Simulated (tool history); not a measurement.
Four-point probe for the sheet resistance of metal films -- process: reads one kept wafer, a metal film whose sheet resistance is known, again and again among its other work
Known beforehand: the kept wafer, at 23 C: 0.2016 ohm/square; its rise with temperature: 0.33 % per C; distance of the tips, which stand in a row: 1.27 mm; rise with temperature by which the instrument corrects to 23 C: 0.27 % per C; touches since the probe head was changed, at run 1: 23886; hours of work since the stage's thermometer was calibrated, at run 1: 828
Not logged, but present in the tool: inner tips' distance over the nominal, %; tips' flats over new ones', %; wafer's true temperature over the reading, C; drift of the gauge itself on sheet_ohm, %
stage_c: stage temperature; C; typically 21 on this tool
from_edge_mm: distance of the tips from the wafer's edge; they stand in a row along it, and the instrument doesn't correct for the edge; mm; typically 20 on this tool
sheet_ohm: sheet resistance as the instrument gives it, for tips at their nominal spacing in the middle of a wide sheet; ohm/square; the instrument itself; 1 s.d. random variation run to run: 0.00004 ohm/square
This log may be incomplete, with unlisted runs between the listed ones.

run	hour	stage_c	from_edge_mm	touches since the probe head was changed	hours of work since the stage's thermometer was calibrated	sheet_ohm
1	0.0	21	20	23886	828	0.201797
2	21.7	21	20	24780	841	0.201691
3	52.5	21	20	26054	861	0.201756
4	79.3	21	12	27158	878	0.202602
5	113.9	21	12	28588	900	0.202589
6	156.6	21	12	30350	927	0.202533

Expected results for the next run?
7	197.5	21	4	32035	953	?

Logged for run 7: sheet_ohm 0.211674 ohm/square.
With the hidden condition absent and the run-to-run variation left alone, this run would have shown sheet_ohm 0.211666 ohm/square.

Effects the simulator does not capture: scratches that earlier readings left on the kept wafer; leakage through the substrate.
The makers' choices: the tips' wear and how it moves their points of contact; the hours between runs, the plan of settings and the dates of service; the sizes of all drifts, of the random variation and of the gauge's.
